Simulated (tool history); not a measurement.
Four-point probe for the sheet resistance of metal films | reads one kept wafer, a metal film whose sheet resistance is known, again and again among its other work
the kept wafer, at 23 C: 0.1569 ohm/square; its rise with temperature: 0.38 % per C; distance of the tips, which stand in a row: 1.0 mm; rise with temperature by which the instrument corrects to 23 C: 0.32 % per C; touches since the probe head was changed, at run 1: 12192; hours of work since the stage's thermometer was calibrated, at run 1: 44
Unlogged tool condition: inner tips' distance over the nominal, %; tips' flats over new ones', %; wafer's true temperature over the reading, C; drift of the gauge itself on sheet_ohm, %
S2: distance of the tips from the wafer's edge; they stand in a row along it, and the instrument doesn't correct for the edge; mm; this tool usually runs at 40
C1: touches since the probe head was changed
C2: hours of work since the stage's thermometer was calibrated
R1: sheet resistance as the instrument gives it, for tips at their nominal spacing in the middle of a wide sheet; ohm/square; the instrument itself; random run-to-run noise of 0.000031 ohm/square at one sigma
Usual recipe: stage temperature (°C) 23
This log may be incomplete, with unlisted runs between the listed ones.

{"run": 1, "hour": 0.0, "stage temperature (°C)": 23, "S2": 40, "C1": 12192, "C2": 44, "R1": 0.157559}
{"run": 2, "hour": 10.7, "stage temperature (°C)": 23, "S2": 40, "C1": 12501, "C2": 51, "R1": 0.15752}
{"run": 3, "hour": 19.9, "stage temperature (°C)": 23, "S2": 40, "C1": 12767, "C2": 57, "R1": 0.157516}
{"run": 4, "hour": 29.1, "stage temperature (°C)": 23, "S2": 18, "C1": 13034, "C2": 64, "R1": 0.157716}
{"run": 5, "hour": 41.6, "stage temperature (°C)": 26, "S2": 40, "C1": 13395, "C2": 72, "R1": 0.157751}
{"run": 6, "hour": 55.6, "stage temperature (°C)": 23, "S2": 40, "C1": 13799, "C2": 81, "R1": 0.157502}
{"run": 7, "hour": 68.1, "stage temperature (°C)": 23, "S2": 40, "C1": 14161, "C2": 90, "R1": 0.157569}
{"run": 8, "hour": 78.2, "stage temperature (°C)": 23, "S2": 40, "C1": 14455, "C2": 97, "R1": 0.15754}
{"run": 9, "hour": 86.6, "stage temperature (°C)": 23, "S2": 40, "C1": 14697, "C2": 102, "R1": 0.157517}
{"run": 10, "hour": 94.3, "stage temperature (°C)": 23, "S2": 61, "C1": 14921, "C2": 107, "R1": 0.157454}
{"run": 11, "hour": 105.3, "stage temperature (°C)": 22, "S2": 40, "C1": 15237, "C2": 115, "R1": 0.15746}
{"run": 12, "hour": 116.9, "stage temperature (°C)": 22, "S2": 40, "C1": 15573, "C2": 123, "R1": 0.157456}
{"run": 13, "hour": 124.9, "stage temperature (°C)": 22, "S2": 40, "C1": 15804, "C2": 128, "R1": 0.157509}
{"run": 14, "hour": 136.7, "stage temperature (°C)": 22, "S2": 40, "C1": 16148, "C2": 136, "R1": 0.157434}
{"run": 15, "hour": 149.2, "stage temperature (°C)": 23, "S2": 40, "C1": 16507, "C2": 144, "R1": 0.157576}
{"run": 16, "hour": 158.6, "stage temperature (°C)": 23, "S2": 40, "C1": 16779, "C2": 151, "R1": 0.15759}
{"run": 17, "hour": 173.2, "stage temperature (°C)": 23, "S2": 40, "C1": 17202, "C2": 161, "R1": 0.157553}
{"run": 18, "hour": 187.7, "stage temperature (°C)": 23, "S2": 40, "C1": 17623, "C2": 170, "R1": 0.157626}
{"run": 19, "hour": 196.8, "stage temperature (°C)": 23, "S2": 40, "C1": 17885, "C2": 176, "R1": 0.157571}
{"run": 20, "hour": 204.7, "stage temperature (°C)": 23, "S2": 7, "C1": 18114, "C2": 182, "R1": 0.159244}
{"run": 21, "hour": 219.2, "stage temperature (°C)": 23, "S2": 8, "C1": 18534, "C2": 192, "R1": 0.158862}
{"run": 22, "hour": 229.9, "stage temperature (°C)": 23, "S2": 8, "C1": 18844, "C2": 199, "R1": 0.158862}
{"run": 23, "hour": 243.5, "stage temperature (°C)": 34, "S2": 4, "C1": 19235, "C2": 208, "R1": 0.163622}
{"run": 24, "hour": 255.1, "stage temperature (°C)": 25, "S2": 18, "C1": 19573, "C2": 216, "R1": 0.157945}
{"run": 25, "hour": 262.1, "stage temperature (°C)": 30, "S2": 7, "C1": 19774, "C2": 220, "R1": 0.159871}

Forecast run 26:
{"run": 26, "hour": 274.8, "stage temperature (°C)": 22, "S2": 10, "C1": 20142, "C2": 229, "R1": "?"}

R1: 0.158305 ohm/square
With the hidden condition absent and the run-to-run variation left alone, this run would have shown R1 0.157612 ohm/square.
